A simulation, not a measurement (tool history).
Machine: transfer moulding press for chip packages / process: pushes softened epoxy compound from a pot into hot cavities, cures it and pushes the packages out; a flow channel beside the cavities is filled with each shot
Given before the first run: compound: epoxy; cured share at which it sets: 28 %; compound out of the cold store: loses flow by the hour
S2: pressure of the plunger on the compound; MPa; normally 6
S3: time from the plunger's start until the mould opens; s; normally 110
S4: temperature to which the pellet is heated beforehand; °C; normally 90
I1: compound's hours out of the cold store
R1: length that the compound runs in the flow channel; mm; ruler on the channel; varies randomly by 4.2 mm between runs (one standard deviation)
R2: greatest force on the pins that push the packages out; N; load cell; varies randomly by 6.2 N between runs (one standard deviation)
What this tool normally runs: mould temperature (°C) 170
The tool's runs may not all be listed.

run 1 hour=0 | mould_temperature_(°C)=170 S2=6 S3=110 S4=90 | I1=29.8 | R1=746 R2=401
-- hour=43.6 cavities cleaned with cleaning compound and waxed
-- hour=89.9 mould's thermocouples calibrated
run 2 hour=101.5 | mould_temperature_(°C)=170 S2=6 S3=110 S4=90 | I1=26.6 | R1=759 R2=415
-- hour=143.9 cavities cleaned with cleaning compound and waxed
run 3 hour=169.4 | mould_temperature_(°C)=170 S2=6 S3=110 S4=90 | I1=27.6 | R1=743 R2=337
run 4 hour=212.2 | mould_temperature_(°C)=170 S2=6 S3=110 S4=90 | I1=37.7 | R1=699 R2=397
-- hour=238.1 cavities cleaned with cleaning compound and waxed
run 5 hour=297.2 | mould_temperature_(°C)=170 S2=6 S3=110 S4=90 | I1=25.3 | R1=739 R2=442
-- hour=322.8 plunger's sealing rings changed
-- hour=339.7 cavities cleaned with cleaning compound and waxed
run 6 hour=400.6 | mould_temperature_(°C)=170 S2=6 S3=110 S4=90 | I1=39.5 | R1=711 R2=418
-- hour=442 cavities cleaned with cleaning compound and waxed
run 7 hour=453.9 | mould_temperature_(°C)=170 S2=6 S3=110 S4=90 | I1=24.6 | R1=768 R2=300
-- hour=540.1 cavities cleaned with cleaning compound and waxed
run 8 hour=555.2 | mould_temperature_(°C)=170 S2=6 S3=135 S4=90 | I1=47.5 | R1=666 R2=245
run 9 hour=596.9 | mould_temperature_(°C)=170 S2=6 S3=135 S4=90 | I1=38.1 | R1=694 R2=336
-- hour=641 cavities cleaned with cleaning compound and waxed
run 10 hour=671.7 | mould_temperature_(°C)=170 S2=6 S3=135 S4=90 | I1=33.2 | R1=720 R2=294
-- hour=735.9 cavities cleaned with cleaning compound and waxed
run 11 hour=736.3 | mould_temperature_(°C)=170 S2=6 S3=110 S4=90 | I1=26 | R1=743 R2=252
-- hour=794.1 plunger's sealing rings changed
-- hour=832.8 cavities cleaned with cleaning compound and waxed
run 12 hour=840.5 | mould_temperature_(°C)=170 S2=6 S3=110 S4=90 | I1=10.6 | R1=838 R2=290
run 13 hour=889.7 | mould_temperature_(°C)=176 S2=6 S3=110 S4=90 | I1=13.6 | R1=802 R2=346
-- hour=934.4 cavities cleaned with cleaning compound and waxed
run 14 hour=936.5 | mould_temperature_(°C)=176 S2=6.94 S3=110 S4=90 | I1=16.5 | R1=848 R2=222
run 15 hour=1008.5 | mould_temperature_(°C)=176 S2=6.94 S3=110 S4=90 | I1=17.2 | R1=839 R2=351
-- hour=1031.8 cavities cleaned with cleaning compound and waxed
run 16 hour=1079.4 | mould_temperature_(°C)=164 S2=6.82 S3=138 S4=81 | I1=18.2 | R1=867 R2=402
-- hour=1126.4 cavities cleaned with cleaning compound and waxed
run 17 hour=1163.1 | mould_temperature_(°C)=164 S2=6.82 S3=138 S4=81 | I1=44.4 | R1=741 R2=377
run 18 hour=1203.4 | mould_temperature_(°C)=163 S2=6 S3=110 S4=90 | I1=29.1 | R1=764 R2=779
-- hour=1223.9 cavities cleaned with cleaning compound and waxed
-- hour=1267.7 plunger's sealing rings changed
-- hour=1279 mould's thermocouples calibrated
run 19 hour=1302.5 | mould_temperature_(°C)=175 S2=6 S3=110 S4=87 | I1=33.2 | R1=725 R2=370
-- hour=1322.8 cavities cleaned with cleaning compound and waxed
run 20 hour=1372.6 | mould_temperature_(°C)=162 S2=6.09 S3=128 S4=84 | I1=32.6 | R1=765 R2=480
-- hour=1424.6 cavities cleaned with cleaning compound and waxed
run 21 hour=1425 | mould_temperature_(°C)=170 S2=5.38 S3=122 S4=90 | I1=31.1 | R1=702 R2=222
run 22 hour=1501.5 | mould_temperature_(°C)=166 S2=6.15 S3=141 S4=90 | I1=44.3 | R1=694 R2=381
-- hour=1525.6 cavities cleaned with cleaning compound and waxed
run 23 hour=1549.4 | mould_temperature_(°C)=166 S2=6.15 S3=141 S4=90 | I1=25.6 | R1=774 R2=281
-- hour=1624.6 cavities cleaned with cleaning compound and waxed
run 24 hour=1646.2 | mould_temperature_(°C)=176 S2=5.88 S3=140 S4=84 | I1=38 | R1=667 R2=255
run 25 hour=1715.6 | mould_temperature_(°C)=170 S2=6 S3=110 S4=95 | I1=39.3 | R1=685 R2=445
-- hour=1725.9 cavities cleaned with cleaning compound and waxed
-- hour=1744.3 plunger's sealing rings changed
run 26 hour=1761.7 | mould_temperature_(°C)=173 S2=5.2 S3=110 S4=86 | I1=39.8 | R1=650 R2=309

Below are 5 alternative next runs, each starting from the tool's condition after run 26. Predict each:
-- hour=1823.1 cavities cleaned with cleaning compound and waxed
run A hour=1823.1 | mould_temperature_(°C)=170 S2=6 S3=118 S4=90 | I1=42.2 | R1=? R2=?
-- hour=1823.1 cavities cleaned with cleaning compound and waxed
run B hour=1823.1 | mould_temperature_(°C)=167 S2=5.32 S3=122 S4=90 | I1=33.2 | R1=? R2=?
-- hour=1823.1 cavities cleaned with cleaning compound and waxed
run C hour=1823.1 | mould_temperature_(°C)=168 S2=5.2 S3=118 S4=86 | I1=18.7 | R1=? R2=?
-- hour=1823.1 cavities cleaned with cleaning compound and waxed
run D hour=1823.1 | mould_temperature_(°C)=170 S2=6.93 S3=110 S4=90 | I1=46.5 | R1=? R2=?
-- hour=1823.1 cavities cleaned with cleaning compound and waxed
run E hour=1823.1 | mould_temperature_(°C)=163 S2=4.78 S3=110 S4=90 | I1=39.9 | R1=? R2=?

run=A R1=695 R2=211
run=B R1=701 R2=253
run=C R1=753 R2=247
run=D R1=730 R2=246
run=E R1=655 R2=382
What these runs would have given with no unlogged condition in the tool:
run=A R1=702 R2=208
run=B R1=709 R2=250
run=C R1=761 R2=244
run=D R1=738 R2=243
run=E R1=662 R2=378
